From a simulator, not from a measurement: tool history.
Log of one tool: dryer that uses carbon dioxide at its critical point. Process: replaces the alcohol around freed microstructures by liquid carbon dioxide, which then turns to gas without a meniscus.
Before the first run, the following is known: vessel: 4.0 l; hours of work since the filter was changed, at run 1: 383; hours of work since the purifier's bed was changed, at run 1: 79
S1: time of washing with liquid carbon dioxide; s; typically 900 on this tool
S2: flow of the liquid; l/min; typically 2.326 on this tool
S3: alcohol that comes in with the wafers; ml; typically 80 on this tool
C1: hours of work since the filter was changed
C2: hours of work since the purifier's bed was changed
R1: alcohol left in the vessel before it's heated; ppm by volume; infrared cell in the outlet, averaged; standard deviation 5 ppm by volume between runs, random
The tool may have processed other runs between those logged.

Run 1, hour 0: usual settings; C1 383; C2 79. Result: R1 89 ppm by volume.
Run 2, hour 65.9: usual settings but S3 20 ml; C1 432; C2 129. Result: R1 71 ppm by volume.
Run 3, hour 120.7: usual settings but S1 960 s; C1 474; C2 170. Result: R1 125 ppm by volume.
At hour 135.8: inlet filter changed.
Run 4, hour 165: usual settings but S3 20 ml; C1 22; C2 203. Result: R1 102 ppm by volume.
Run 5, hour 202.8: usual settings but S1 1260 s; C1 51; C2 231. Result: R1 105 ppm by volume.
Run 6, hour 242.3: usual settings but S1 1260 s; C1 80; C2 261. Result: R1 119 ppm by volume.
Run 7, hour 286.8: usual settings but S2 2.11 l/min; C1 114; C2 295. Result: R1 202 ppm by volume.
Run 8, hour 333.8: usual settings but S1 1020 s; C1 149; C2 330. Result: R1 159 ppm by volume.
Run 9, hour 389.2: usual settings but S1 1020 s, S2 1.56 l/min; C1 191; C2 372. Result: R1 344 ppm by volume.
Run 10, hour 454.6: usual settings but S1 1020 s, S2 1.56 l/min; C1 240; C2 421. Result: R1 369 ppm by volume.
Run 11, hour 509.3: usual settings but S1 1020 s, S2 1.56 l/min; C1 282; C2 462. Result: R1 413 ppm by volume.
Run 12, hour 565.3: usual settings but S1 1020 s, S2 1.56 l/min; C1 324; C2 505. Result: R1 428 ppm by volume.
Run 13, hour 600.2: usual settings but S1 1020 s, S2 1.56 l/min; C1 350; C2 531. Result: R1 457 ppm by volume.
Run 14, hour 652.6: usual settings but S1 1020 s, S2 1.56 l/min; C1 390; C2 571. Result: R1 483 ppm by volume.
At hour 677.2: purifier's bed changed.
Run 15, hour 720.3: usual settings; C1 438; C2 32. Result: R1 100 ppm by volume.
Run 16, hour 756: usual settings; C1 465; C2 59. Result: R1 96 ppm by volume.
At hour 783.6: inlet filter changed.
Run 17, hour 810.7: usual settings but S1 720 s; C1 20; C2 100. Result: R1 174 ppm by volume.
Run 18, hour 848.7: usual settings; C1 49; C2 129. Result: R1 99 ppm by volume.
Run 19, hour 895: usual settings; C1 84; C2 163. Result: R1 112 ppm by volume.
Run 20, hour 936.2: usual settings but S3 113 ml; C1 115; C2 195. Result: R1 145 ppm by volume.
Run 21, hour 995.3: usual settings; C1 160; C2 239. Result: R1 153 ppm by volume.
Run 22, hour 1059.1: usual settings; C1 208; C2 287. Result: R1 170 ppm by volume.
Run 23, hour 1130: usual settings; C1 261; C2 341. Result: R1 190 ppm by volume.
Run 24, hour 1196: usual settings; C1 311; C2 390. Result: R1 213 ppm by volume.
Run 25, hour 1238: usual settings; C1 343; C2 422. Result: R1 221 ppm by volume.
Run 26, hour 1286.6: usual settings but S1 1200 s, S2 2.64 l/min; C1 379; C2 459. Result: R1 191 ppm by volume.
Run 27, hour 1337.5: usual settings but S1 600 s, S2 2.26 l/min, S3 21 ml; C1 418; C2 497. Result: R1 339 ppm by volume.
Run 28, hour 1369.5: usual settings but S1 600 s, S2 2.26 l/min, S3 21 ml; C1 442; C2 521. Result: R1 353 ppm by volume.
Run 29, hour 1401: usual settings but S2 1.86 l/min, S3 37 ml; C1 466; C2 545. Result: R1 317 ppm by volume.
At hour 1427.4: inlet filter changed.
At hour 1458.9: purifier's bed changed.
Run 30, hour 1459.2: usual settings but S2 1.86 l/min, S3 37 ml; C1 22; C2 0. Result: R1 65 ppm by volume.
Run 31, hour 1509.4: usual settings but S2 1.86 l/min, S3 37 ml; C1 60; C2 38. Result: R1 87 ppm by volume.
Run 32, hour 1580.9: usual settings but S2 2.82 l/min, S3 37 ml; C1 113; C2 92. Result: R1 53 ppm by volume.
Run 33, hour 1634.9: usual settings but S2 2.82 l/min, S3 37 ml; C1 154; C2 133. Result: R1 65 ppm by volume.
Run 34, hour 1679.5: usual settings but S1 600 s, S3 111 ml; C1 188; C2 166. Result: R1 554 ppm by volume.
Run 35, hour 1729.6: usual settings but S1 1380 s, S2 2.05 l/min, S3 76 ml; C1 226; C2 204. Result: R1 91 ppm by volume.
Run 36, hour 1775.1: usual settings but S1 1380 s, S2 3.51 l/min, S3 47 ml; C1 260; C2 238. Result: R1 99 ppm by volume.
Run 37, hour 1823.5: usual settings but S1 1380 s, S2 3.51 l/min, S3 47 ml; C1 296; C2 275. Result: R1 99 ppm by volume.
Run 38, hour 1860.7: usual settings but S1 660 s, S2 2.5 l/min, S3 21 ml; C1 324; C2 303. Result: R1 182 ppm by volume.
Run 39, hour 1890.3: usual settings but S1 960 s, S2 2.05 l/min; C1 347; C2 325. Result: R1 213 ppm by volume.
Run 40, hour 1925: usual settings but S1 960 s, S2 2.05 l/min; C1 373; C2 352. Result: R1 225 ppm by volume.
Run 41, hour 1973.9: usual settings but S1 600 s, S2 2.05 l/min, S3 50 ml; C1 410; C2 388. Result: R1 621 ppm by volume.
Run 42, hour 2031.7: usual settings but S1 960 s, S2 2.55 l/min, S3 68 ml; C1 453; C2 432. Result: R1 190 ppm by volume.
At hour 2072.3: inlet filter changed.
Run 43, hour 2086.4: usual settings but S1 960 s, S2 2.55 l/min, S3 68 ml; C1 11; C2 472. Result: R1 202 ppm by volume.
Run 44, hour 2130: usual settings but S1 780 s, S2 2.6 l/min, S3 24 ml; C1 44; C2 505. Result: R1 214 ppm by volume.
Run 45, hour 2163.4: usual settings but S1 780 s, S2 2.6 l/min, S3 24 ml; C1 69; C2 531. Result: R1 224 ppm by volume.
Run 46, hour 2216.9: usual settings but S2 3.85 l/min, S3 89 ml; C1 109; C2 571. Result: R1 224 ppm by volume.
At hour 2240.5: purifier's bed changed.
Run 47, hour 2277.9: usual settings but S1 1020 s, S2 1.74 l/min, S3 99 ml; C1 153; C2 28. Result: R1 150 ppm by volume.
Run 48, hour 2323: usual settings but S1 1200 s, S2 1.84 l/min, S3 99 ml; C1 187; C2 62. Result: R1 66 ppm by volume.

Branching from run 48: 3 alternative next runs. What would each branch give?
Run A, hour 2353.5: usual settings but S1 1200 s, S2 1.41 l/min, S3 35 ml; C1 210; C2 85. Result: R1 ?.
Run B, hour 2353.5: usual settings but S2 3.77 l/min, S3 37 ml; C1 210; C2 85. Result: R1 ?.
Run C, hour 2353.5: usual settings but S1 1200 s, S2 1.72 l/min, S3 78 ml; C1 210; C2 85. Result: R1 ?.

run   R1
  A  101
  B   41
  C   91
The same runs, with their run-to-run variation unchanged, on a tool lacking any hidden condition would have given:
run  R1
  A  50
  B   6
  C  41

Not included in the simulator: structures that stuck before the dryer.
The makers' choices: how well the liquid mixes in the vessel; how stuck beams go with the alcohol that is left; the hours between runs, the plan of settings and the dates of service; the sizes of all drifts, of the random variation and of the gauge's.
